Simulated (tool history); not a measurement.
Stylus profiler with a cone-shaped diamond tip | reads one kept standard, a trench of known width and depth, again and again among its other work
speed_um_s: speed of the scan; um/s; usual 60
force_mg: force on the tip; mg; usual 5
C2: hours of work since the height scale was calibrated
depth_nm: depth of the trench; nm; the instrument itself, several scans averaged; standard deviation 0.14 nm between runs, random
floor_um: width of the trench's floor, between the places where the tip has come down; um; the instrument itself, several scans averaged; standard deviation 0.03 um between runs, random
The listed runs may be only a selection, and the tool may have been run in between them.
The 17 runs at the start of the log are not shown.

At hour 236.5: height scale calibrated on a step standard, once more.
Run 18, hour 251.3: usual settings; scans with this tip 8176; C2 9. Result: depth_nm 507.24 nm, floor_um 45.66 um.
Run 19, hour 261.4: usual settings; scans with this tip 8270; C2 16. Result: depth_nm 507.33 nm, floor_um 45.6 um.
Run 20, hour 277.2: usual settings but speed_um_s 228 um/s, force_mg 9.35 mg; scans with this tip 8417; C2 26. Result: depth_nm 511.19 nm, floor_um 45.44 um.
Run 21, hour 296.8: usual settings but speed_um_s 26 um/s, force_mg 3.27 mg; scans with this tip 8598; C2 38. Result: depth_nm 505.71 nm, floor_um 45.68 um.
Run 22, hour 316.6: usual settings but speed_um_s 17 um/s, force_mg 6.36 mg; scans with this tip 8782; C2 51. Result: depth_nm 508.66 nm, floor_um 45.61 um.
Run 23, hour 331.5: usual settings but speed_um_s 119 um/s, force_mg 3.8 mg; scans with this tip 8920; C2 60. Result: depth_nm 506.04 nm, floor_um 45.47 um.
Run 24, hour 344.4: usual settings but speed_um_s 67 um/s, force_mg 13.3 mg; scans with this tip 9039; C2 68. Result: depth_nm 513.96 nm, floor_um 45.57 um.
Run 25, hour 353.8: usual settings but speed_um_s 67 um/s, force_mg 13.3 mg; scans with this tip 9126; C2 74. Result: depth_nm 514.31 nm, floor_um 45.56 um.
Run 26, hour 368.1: usual settings but speed_um_s 48 um/s, force_mg 1.94 mg; scans with this tip 9259; C2 83. Result: depth_nm 503.89 nm, floor_um 45.58 um.
Run 27, hour 385.8: usual settings but speed_um_s 202 um/s, force_mg 4.41 mg; scans with this tip 9424; C2 94. Result: depth_nm 506.9 nm, floor_um 45.31 um.
Run 28, hour 404.6: usual settings but speed_um_s 19 um/s, force_mg 2.66 mg; scans with this tip 9598; C2 106. Result: depth_nm 504.89 nm, floor_um 45.56 um.
Run 29, hour 420: usual settings but speed_um_s 28 um/s, force_mg 10.73 mg; scans with this tip 9740; C2 116. Result: depth_nm 512.1 nm, floor_um 45.47 um.
Run 30, hour 438.7: usual settings but speed_um_s 36 um/s, force_mg 4.41 mg; scans with this tip 9914; C2 128. Result: depth_nm 507.02 nm, floor_um 45.49 um.
Run 31, hour 453.9: usual settings but speed_um_s 36 um/s, force_mg 4.41 mg; scans with this tip 10054; C2 137. Result: depth_nm 506.69 nm, floor_um 45.47 um.

Consider 3 possible next runs. They are alternatives, not a sequence: every one starts from the tool as it was left by run 31. What does each give?
Run A, hour 468.6: usual settings but speed_um_s 36 um/s, force_mg 2.37 mg; scans with this tip 10191; C2 147. Result: depth_nm ?, floor_um ?.
Run B, hour 468.6: usual settings but force_mg 8.31 mg; scans with this tip 10191; C2 147. Result: depth_nm ?, floor_um ?.
Run C, hour 468.6: usual settings but speed_um_s 168 um/s; scans with this tip 10191; C2 147. Result: depth_nm ?, floor_um ?.

run  depth_nm  floor_um
  A    504.67      45.4
  B    510.19     45.47
  C    507.28     45.21
Without the tool's unlogged condition, the same runs would have read:
run  depth_nm  floor_um
  A    504.37      46.9
  B    509.89     46.97
  C    506.98     46.71
